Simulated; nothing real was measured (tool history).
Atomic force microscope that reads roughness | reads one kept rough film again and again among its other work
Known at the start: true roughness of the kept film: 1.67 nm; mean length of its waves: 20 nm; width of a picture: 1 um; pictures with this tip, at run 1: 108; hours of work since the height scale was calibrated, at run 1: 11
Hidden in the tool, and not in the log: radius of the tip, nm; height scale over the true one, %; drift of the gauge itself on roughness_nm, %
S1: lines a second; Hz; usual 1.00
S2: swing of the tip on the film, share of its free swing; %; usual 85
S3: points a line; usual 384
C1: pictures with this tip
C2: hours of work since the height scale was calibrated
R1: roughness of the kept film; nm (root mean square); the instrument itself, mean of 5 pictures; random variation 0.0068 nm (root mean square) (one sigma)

run,day,S1,S2,S3,C1,C2,R1
1,0.000,1.00,85,384,108,11,1.288
2,0.746,1.00,85,384,126,20,1.277
3,1.596,1.00,85,384,147,31,1.265
4,2.558,1.55,85,384,170,43,1.198
5,3.021,1.55,85,384,181,49,1.206
6,3.454,1.00,85,384,191,54,1.234
7,4.112,1.00,85,384,207,62,1.233
8,4.546,1.00,85,384,217,68,1.212
9,5.108,1.00,85,384,231,75,1.206
10,5.692,1.00,85,924,245,82,1.214
# day 5.817: height scale calibrated on a step standard
11,6.458,1.00,85,924,262,8,1.222
12,7.412,1.00,85,384,285,20,1.184
13,7.825,1.00,85,384,295,25,1.176
14,8.450,1.00,85,384,310,33,1.173
15,9.346,1.00,85,384,332,44,1.145
# day 9.892: new tip fitted
16,9.896,2.89,85,305,0,51,1.196
# day 10.438: height scale calibrated on a step standard, once more
17,10.438,3.69,87,384,12,0,1.131
18,10.862,3.69,63,392,23,5,1.341
19,11.712,1.16,75,365,43,16,1.347
20,12.200,1.16,75,365,55,22,1.359
21,13.000,1.16,67,447,74,32,1.370
22,13.896,0.82,70,689,95,43,1.375

Run 23 comes next. What will it give?
23,14.508,2.51,81,971,110,51,?

{"run 23": {"R1": 1.211}}
Without the tool's hidden state the same run would have given R1 1.290 nm (root mean square).
